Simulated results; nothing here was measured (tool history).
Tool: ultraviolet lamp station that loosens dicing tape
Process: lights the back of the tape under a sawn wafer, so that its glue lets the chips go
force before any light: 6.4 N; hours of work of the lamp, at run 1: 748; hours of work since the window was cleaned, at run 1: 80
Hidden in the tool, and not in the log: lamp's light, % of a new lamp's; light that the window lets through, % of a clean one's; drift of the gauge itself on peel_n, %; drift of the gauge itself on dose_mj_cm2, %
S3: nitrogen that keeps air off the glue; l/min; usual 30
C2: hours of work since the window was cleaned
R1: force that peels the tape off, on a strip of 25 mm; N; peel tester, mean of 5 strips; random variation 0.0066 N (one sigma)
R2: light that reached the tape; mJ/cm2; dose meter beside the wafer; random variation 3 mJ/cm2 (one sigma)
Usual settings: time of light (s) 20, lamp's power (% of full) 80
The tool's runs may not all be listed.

Run 1, hour 0.0: usual settings; hours of work of the lamp 748; C2 80. Result: R1 0.303 N, R2 384 mJ/cm2.
Run 2, hour 29.9: usual settings; hours of work of the lamp 762; C2 94. Result: R1 0.310 N, R2 374 mJ/cm2.
Run 3, hour 62.2: usual settings; hours of work of the lamp 777; C2 109. Result: R1 0.307 N, R2 370 mJ/cm2.
Run 4, hour 96.3: usual settings; hours of work of the lamp 793; C2 125. Result: R1 0.320 N, R2 362 mJ/cm2.
Run 5, hour 120.2: usual settings; hours of work of the lamp 804; C2 136. Result: R1 0.310 N, R2 364 mJ/cm2.
Run 6, hour 139.6: usual settings but S3 18 l/min; hours of work of the lamp 813; C2 145. Result: R1 0.482 N, R2 358 mJ/cm2.
Run 7, hour 177.5: usual settings; hours of work of the lamp 830; C2 162. Result: R1 0.348 N, R2 360 mJ/cm2.
Run 8, hour 211.5: usual settings; hours of work of the lamp 846; C2 178. Result: R1 0.355 N, R2 354 mJ/cm2.
Run 9, hour 253.1: usual settings; hours of work of the lamp 866; C2 197. Result: R1 0.361 N, R2 351 mJ/cm2.
Run 10, hour 284.2: usual settings; hours of work of the lamp 880; C2 212. Result: R1 0.367 N, R2 343 mJ/cm2.
At hour 288.3: window cleaned of glue's vapour.
Run 11, hour 318.5: usual settings but time of light (s) 14; hours of work of the lamp 896; C2 14. Result: R1 0.850 N, R2 228 mJ/cm2.
Run 12, hour 352.0: usual settings but S3 20 l/min; hours of work of the lamp 911; C2 30. Result: R1 0.565 N, R2 320 mJ/cm2.
Run 13, hour 393.7: usual settings but time of light (s) 29, lamp's power (% of full) 65, S3 20 l/min; hours of work of the lamp 931; C2 49. Result: R1 0.417 N, R2 374 mJ/cm2.
Run 14, hour 417.2: usual settings but time of light (s) 17, lamp's power (% of full) 75, S3 29 l/min; hours of work of the lamp 941; C2 60. Result: R1 0.722 N, R2 247 mJ/cm2.
Run 15, hour 453.4: usual settings but time of light (s) 10, lamp's power (% of full) 60; hours of work of the lamp 958; C2 77. Result: R1 2.219 N, R2 114 mJ/cm2.
Run 16, hour 487.0: usual settings but time of light (s) 14, lamp's power (% of full) 65, S3 36 l/min; hours of work of the lamp 974; C2 92. Result: R1 1.237 N, R2 168 mJ/cm2.
At hour 500.0: window cleaned of glue's vapour, once more.
Run 17, hour 523.2: usual settings but time of light (s) 12, lamp's power (% of full) 75, S3 36 l/min; hours of work of the lamp 990; C2 11. Result: R1 0.836 N, R2 210 mJ/cm2.
Run 18, hour 553.4: usual settings but time of light (s) 10, lamp's power (% of full) 68, S3 19 l/min; hours of work of the lamp 1004; C2 25. Result: R1 1.838 N, R2 159 mJ/cm2.
Run 19, hour 593.9: usual settings but time of light (s) 10, lamp's power (% of full) 68, S3 19 l/min; hours of work of the lamp 1023; C2 44. Result: R1 1.901 N, R2 156 mJ/cm2.
Run 20, hour 612.1: usual settings but time of light (s) 17, lamp's power (% of full) 72, S3 19 l/min; hours of work of the lamp 1032; C2 52. Result: R1 0.781 N, R2 283 mJ/cm2.
Run 21, hour 634.7: usual settings but time of light (s) 34, lamp's power (% of full) 87, S3 34 l/min; hours of work of the lamp 1042; C2 63. Result: R1 0.133 N, R2 672 mJ/cm2.

How the hidden state differs across the entries between the runs, from the last listed run before each to the first after it:
Between runs 10 and 11: window cleaned of glue's vapour (hour 288.3)
  lamp's light, % of a new lamp's: 85.6 -> 85.4; light that the window lets through, % of a clean one's: 88.7 -> 84.7
  measured less the result without the state, R1: +0.158 -> +0.409 N; R2: -108 -> -87 mJ/cm2
Between runs 16 and 17: window cleaned of glue's vapour, once more (hour 500.0)
  lamp's light, % of a new lamp's: 84.1 -> 83.9; light that the window lets through, % of a clean one's: 80.2 -> 99.4
  measured less the result without the state, R1: +0.623 -> +0.249 N; R2: -83 -> -42 mJ/cm2

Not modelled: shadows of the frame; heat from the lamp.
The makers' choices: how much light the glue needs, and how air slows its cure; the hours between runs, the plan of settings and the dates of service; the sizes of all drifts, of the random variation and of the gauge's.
